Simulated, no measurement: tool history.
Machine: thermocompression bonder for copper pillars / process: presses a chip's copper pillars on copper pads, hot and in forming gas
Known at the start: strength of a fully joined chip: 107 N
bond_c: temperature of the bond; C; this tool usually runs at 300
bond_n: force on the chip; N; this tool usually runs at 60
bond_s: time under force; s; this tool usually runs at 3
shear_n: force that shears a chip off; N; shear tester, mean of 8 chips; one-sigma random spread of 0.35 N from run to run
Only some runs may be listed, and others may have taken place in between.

run   hour  bond_c  bond_n  bond_s  shear_n
  1      0     300      60       3     43.5
  2    8.6     300      59       3     42.6
  3   16.6     300      59       3       43
  4     25     300      41       3     33.2
  5   41.7     300      60       6     56.1
  6   53.6     300      60       3     43.8
  7   61.7     300      60       3       43
  8   76.4     300      53       3     39.5
  9   90.2     300      60       4       49
 10  106.4     300      53       3     39.9
 11    120     300      53       3       40
 12  129.5     300      60       3     43.6
 13  140.9     300      60       4     48.5
 14  147.9     300      60       4     48.4
 15  155.2     326      60       3     60.9
 16  167.4     300      60       3     43.5
 17  174.4     300      79       3     51.7
 18  190.6     300      79       3     52.7
 19  205.3     300      79       3     51.9
 20  213.7     300      60       5     52.6
 21  225.8     300      60       5     52.5
 22  241.7     325      70       6     79.7
 23  250.2     308      80       2     50.7
 24  258.1     308      80       2     50.4
 25  273.7     308      80       2     50.9
 26  285.5     309      60       6     62.5
 27  294.1     300      60       6     55.2
 28  304.2     300      50       5     46.1
 29  311.4     293      76       4     51.4
 30  320.2     279      78       2     31.9
 31  330.2     305      65       2     42.3
 32  343.5     316      60       3     53.8
 33  360.3     286      57       7       47
 34  372.1     271      42       3       20
 35  382.2     271      42       3     20.3
 36  395.6     271      42       4     23.6
 37  407.8     271      42       4     23.1
 38  424.3     300      44       4       39
 39  431.3     324      41       5     56.1

Not shown: 1 entry that the log had between the listed runs. Between which runs, and how does the tool's hidden state differ before and after?
After run 4, before run 5: forming gas filter changed (hour 35.5)
  oxide that the forming gas leaves, % of the face: 1.07 -> 0.51
